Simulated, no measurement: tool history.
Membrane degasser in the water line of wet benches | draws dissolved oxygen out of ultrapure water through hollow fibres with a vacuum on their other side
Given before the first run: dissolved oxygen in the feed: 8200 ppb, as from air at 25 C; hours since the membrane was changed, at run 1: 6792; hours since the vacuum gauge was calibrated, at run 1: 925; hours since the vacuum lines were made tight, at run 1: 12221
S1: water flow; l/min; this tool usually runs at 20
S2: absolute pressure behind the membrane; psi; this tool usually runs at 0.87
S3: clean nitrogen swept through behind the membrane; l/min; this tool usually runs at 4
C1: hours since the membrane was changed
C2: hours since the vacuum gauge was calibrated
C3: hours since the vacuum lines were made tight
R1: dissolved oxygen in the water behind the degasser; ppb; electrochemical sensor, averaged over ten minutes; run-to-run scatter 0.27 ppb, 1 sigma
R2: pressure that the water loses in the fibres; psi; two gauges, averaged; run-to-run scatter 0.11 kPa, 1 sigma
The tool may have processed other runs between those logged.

run,hour,S1,S2,S3,C1,C2,C3,R1,R2
1,0,20,0.87,4,6792,925,12221,37.2,4.606
2,140.2,20,0.87,4,6932,1066,12361,37,4.608
3,248.6,20,0.87,4,7040,1174,12470,37,4.585
4,392.3,20,0.87,4,7184,1318,12614,36.9,4.64
# hour 484.8: seals of the vacuum lines changed
5,606.8,20,0.87,4,7397,1530,122,37.1,4.614
6,769.9,20,0.87,4,7560,1693,285,36.8,4.602
7,993.4,19,0.946,4,7783,1917,509,40.8,4.39
8,1182.6,27,0.528,3.27,7972,2106,698,18.5,6.192
9,1376.3,22,1.104,4.62,8166,2300,891,54.8,5.053
10,1525.5,20,1.387,4,8315,2449,1041,80.1,4.583
11,1693.1,20,1.387,4,8483,2617,1208,80.4,4.589
12,1847.8,20,1.387,4,8637,2771,1363,79.9,4.595

Branching from run 12: 4 alternative next runs. What would each branch give?
A,2023.3,15,0.526,4,8813,2947,1538,?,?
B,2023.3,20,0.917,4,8813,2947,1538,?,?
C,2023.3,20,0.87,3.46,8813,2947,1538,?,?
D,2023.3,23,1.387,4,8813,2947,1538,?,?

run,R1,R2
A,4.8,3.464
B,41.2,4.592
C,42.2,4.592
D,93.3,5.29
What these runs would have given with no unlogged condition in the tool:
run,R1,R2
A,4.8,3.459
B,41.1,4.588
C,42.1,4.588
D,93.2,5.284
